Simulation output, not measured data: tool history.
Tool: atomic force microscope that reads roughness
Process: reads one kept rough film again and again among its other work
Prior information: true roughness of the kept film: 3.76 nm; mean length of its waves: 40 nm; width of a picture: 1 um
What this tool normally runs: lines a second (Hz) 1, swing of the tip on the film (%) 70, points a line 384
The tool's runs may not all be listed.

run	hour	lines a second (Hz)	swing of the tip on the film (%)	points a line	roughness of the kept film (nm (root mean square))
1	0	1	70	384	3.355
2	10.5	1	70	930	3.224
3	20.8	1	70	384	3.075
4	26.9	0.65	70	384	3.064
5	36.9	1	70	611	2.925
6	46.7	1	70	611	2.84
7	55.1	1	70	611	3.272
8	64.7	1	70	384	3.152
9	69.9	1	70	384	3.07
10	78.9	1	70	440	3.011
11	87.2	1	70	384	2.908
12	95.4	1	70	384	3.345
13	104	1	70	384	3.229
14	110.2	0.63	70	384	3.206
15	115.4	1	70	384	3.103
16	124.2	1	70	352	3.014
17	129.2	1	70	352	2.975
18	134.3	2.65	70	384	2.721
19	142.7	1	70	384	3.326
20	152.4	1	70	384	3.223
21	160.7	1	69	384	3.121
22	170.8	1	69	384	3.021
23	175.7	0.92	70	576	2.978
24	185.6	0.98	64	517	2.936
25	196.3	2.78	77	405	2.878
26	202.6	2.78	77	405	2.807
27	210	3.68	89	530	2.237
28	220.1	3.68	89	530	2.15
29	231	3.47	56	310	2.82
30	240.3	1.53	56	273	3.369
31	250.5	0.95	56	540	3.294
32	260.4	0.95	56	540	3.172
33	268	0.95	56	540	3.076
34	274.3	0.95	56	540	3.018
35	282.9	1	69	823	2.856
36	288.8	1	70	279	3.274
37	296.4	1	70	279	3.191
38	306.5	0.55	86	485	3.068
39	315	1	85	384	2.868

Removed from this log: 6 entries logged between the listed runs. Between which two listed runs does each belong, and how does the tool's hidden state at the listed run before it compare with that at the listed run after it?
From run 6 to run 7: new tip fitted (hour 47.8)
  radius of the tip, nm: 28.2 -> 10.4; height scale over the true one, %: -0.08 -> -0.09
  measured result minus the result with no hidden state, roughness of the kept film (nm (root mean square)): -0.526 -> -0.1
From run 11 to run 12: new tip fitted (hour 94.7)
  radius of the tip, nm: 24.3 -> 7.6
  measured result minus the result with no hidden state, roughness of the kept film (nm (root mean square)): -0.444 -> -0.022
From run 18 to run 19: new tip fitted (hour 142.6)
  radius of the tip, nm: 24.4 -> 7.5
  measured result minus the result with no hidden state, roughness of the kept film (nm (root mean square)): -0.418 -> -0.02
From run 24 to run 25: new tip fitted (hour 190.5)
  radius of the tip, nm: 26.4 -> 9.7; height scale over the true one, %: -0.2 -> -0.21
  measured result minus the result with no hidden state, roughness of the kept film (nm (root mean square)): -0.501 -> -0.073
From run 29 to run 30: new tip fitted (hour 238.1)
  radius of the tip, nm: 25.1 -> 8.8; height scale over the true one, %: -0.24 -> -0.25
  measured result minus the result with no hidden state, roughness of the kept film (nm (root mean square)): -0.452 -> -0.062
From run 35 to run 36: new tip fitted (hour 285.8)
  radius of the tip, nm: 27.1 -> 8.5
  measured result minus the result with no hidden state, roughness of the kept film (nm (root mean square)): -0.511 -> -0.051

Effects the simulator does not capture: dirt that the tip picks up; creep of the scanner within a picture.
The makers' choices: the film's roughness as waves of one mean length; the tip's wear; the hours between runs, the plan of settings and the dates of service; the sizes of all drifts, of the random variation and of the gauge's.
